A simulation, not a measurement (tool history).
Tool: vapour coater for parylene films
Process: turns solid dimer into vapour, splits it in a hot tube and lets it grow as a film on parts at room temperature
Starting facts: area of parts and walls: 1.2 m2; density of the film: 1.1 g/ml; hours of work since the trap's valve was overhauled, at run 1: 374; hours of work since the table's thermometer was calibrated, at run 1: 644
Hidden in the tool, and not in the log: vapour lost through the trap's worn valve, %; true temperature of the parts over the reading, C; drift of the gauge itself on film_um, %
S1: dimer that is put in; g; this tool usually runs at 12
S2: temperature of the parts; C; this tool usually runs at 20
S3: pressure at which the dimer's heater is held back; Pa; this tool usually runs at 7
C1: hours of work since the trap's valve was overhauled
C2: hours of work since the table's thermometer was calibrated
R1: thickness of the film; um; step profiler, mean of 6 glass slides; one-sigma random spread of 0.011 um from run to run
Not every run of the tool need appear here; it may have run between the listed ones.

Run 1, hour 0: usual settings; C1 374; C2 644. Result: R1 5.63 um.
Run 2, hour 23.1: usual settings; C1 386; C2 655. Result: R1 5.61 um.
Run 3, hour 57: usual settings; C1 403; C2 672. Result: R1 5.6 um.
Run 4, hour 75.5: usual settings; C1 412; C2 682. Result: R1 5.59 um.
Run 5, hour 106.8: usual settings but S2 13 C; C1 428; C2 697. Result: R1 6.71 um.
Run 6, hour 135.5: usual settings but S2 13 C; C1 443; C2 712. Result: R1 6.71 um.
Run 7, hour 168.9: usual settings but S2 13 C; C1 459; C2 729. Result: R1 6.71 um.
Run 8, hour 188: usual settings but S2 18 C; C1 469; C2 738. Result: R1 5.87 um.
Run 9, hour 206.6: usual settings but S1 6 g, S2 12 C, S3 2.62 Pa; C1 478; C2 748. Result: R1 4.28 um.
Run 10, hour 233.1: usual settings but S3 4.03 Pa; C1 492; C2 761. Result: R1 6.29 um.
Run 11, hour 250: usual settings but S1 21 g, S2 19 C, S3 8.8 Pa; C1 500; C2 770. Result: R1 9.48 um.
Run 12, hour 285.3: usual settings but S2 14 C; C1 518; C2 787. Result: R1 6.51 um.

Pick out some run-to-run changes in R1. Of each, how much would a tool without hidden state show as well, from the settings, what came in and chance, and how much is left for the hidden state and any gauge scatter not in both results compared?
Run 10 -> 11: S1 12 -> 21, S2 20 -> 19, S3 4.03 -> 8.8. R1 +3.19 um: hidden state -0.11, all else +3.3.
